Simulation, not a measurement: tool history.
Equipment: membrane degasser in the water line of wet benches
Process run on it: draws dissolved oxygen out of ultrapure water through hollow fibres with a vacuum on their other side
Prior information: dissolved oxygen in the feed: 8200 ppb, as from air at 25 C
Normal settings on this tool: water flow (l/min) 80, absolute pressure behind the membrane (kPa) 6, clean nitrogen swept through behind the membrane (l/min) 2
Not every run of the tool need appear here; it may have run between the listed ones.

run    hour  water flow (l/min)  absolute pressure behind the membrane (kPa)  clean nitrogen swept through behind the membrane (l/min)  dissolved oxygen in the water behind the degasser (ppb)  pressure that the water loses in the fibres (kPa)
  1       0                  80                                            6                                                         2                                                    222.9                                              56.17
  2    72.9                  80                                            6                                                         2                                                    223.9                                              55.86
  3   136.3                  80                                        10.44                                                         2                                                    556.5                                              56.29
  4   190.2                  80                                            6                                                         2                                                    222.9                                              56.04
  5   241.1                  80                                            6                                                         2                                                    224.3                                              55.94
  6   329.5                  80                                            6                                                         2                                                      227                                              56.08
  7   377.4                  80                                            6                                                         2                                                    223.8                                              56.55
  8   433.5                  80                                            6                                                         2                                                    224.7                                              56.67
  9   500.7                 126                                            6                                                         2                                                    330.9                                              89.07
 10   566.4                  80                                            6                                                         2                                                    227.6                                              56.53
 11     630                  80                                        12.55                                                         2                                                    697.6                                              56.04
 12     704                  80                                        12.55                                                         2                                                    699.8                                              56.52
 13   772.3                  80                                        12.55                                                         2                                                    707.5                                              56.82
 14   823.6                  80                                        12.55                                                         2                                                      701                                              56.27
 15   868.1                  80                                            6                                                         2                                                      224                                              56.94
 16   936.2                  80                                            6                                                         2                                                    222.2                                              56.92
 17   978.2                  80                                            6                                                         2                                                    224.3                                              57.28
 18    1019                  80                                            6                                                         2                                                    222.9                                              56.85
 19  1092.5                 110                                            6                                                         2                                                    294.2                                               78.3
 20  1172.7                  62                                         4.65                                                      2.07                                                     92.5                                              44.04
 21  1247.9                  57                                         4.65                                                      2.07                                                     85.7                                              40.79
 22  1302.1                  63                                        10.66                                                         2                                                    467.2                                              45.29
 23  1371.6                  63                                        10.66                                                         2                                                    473.6                                              45.15
 24  1437.7                  63                                        10.66                                                         2                                                    471.1                                              45.66
 25  1504.2                  63                                        10.66                                                         2                                                    472.1                                              44.37
 26  1566.2                  63                                        10.66                                                         2                                                    461.1                                              44.18
 27  1609.6                  96                                         7.92                                                      1.53                                                    518.4                                              67.26
 28  1687.3                  96                                         7.92                                                      1.53                                                    516.5                                              67.23
 29  1757.1                  77                                         4.76                                                         2                                                    124.3                                              53.93
 30  1832.6                  80                                            6                                                      1.13                                                      335                                              56.55
 31    1880                  80                                         4.53                                                      1.13                                                      164                                              56.67
 32  1948.8                  80                                         4.53                                                      1.13                                                    165.2                                              56.62

Removed from this log: 2 entries logged between the listed runs. Between which two listed runs does each belong, and how does the tool's hidden state at the listed run before it compare with that at the listed run after it?
Runs 12 to 13: vacuum gauge calibrated (hour 753.6)
  drift of the gauge itself on loss_of_pressure_kpa, %: 1.35 -> 1.48
  measured less the result without the state, pressure that the water loses in the fibres (kPa): +0.77 -> +0.85
Runs 24 to 25: gauge calibrated (hour 1453.3)
  drift of the gauge itself on loss_of_pressure_kpa, %: 2.76 -> 0.1
  measured less the result without the state, pressure that the water loses in the fibres (kPa): +1.23 -> +0.06

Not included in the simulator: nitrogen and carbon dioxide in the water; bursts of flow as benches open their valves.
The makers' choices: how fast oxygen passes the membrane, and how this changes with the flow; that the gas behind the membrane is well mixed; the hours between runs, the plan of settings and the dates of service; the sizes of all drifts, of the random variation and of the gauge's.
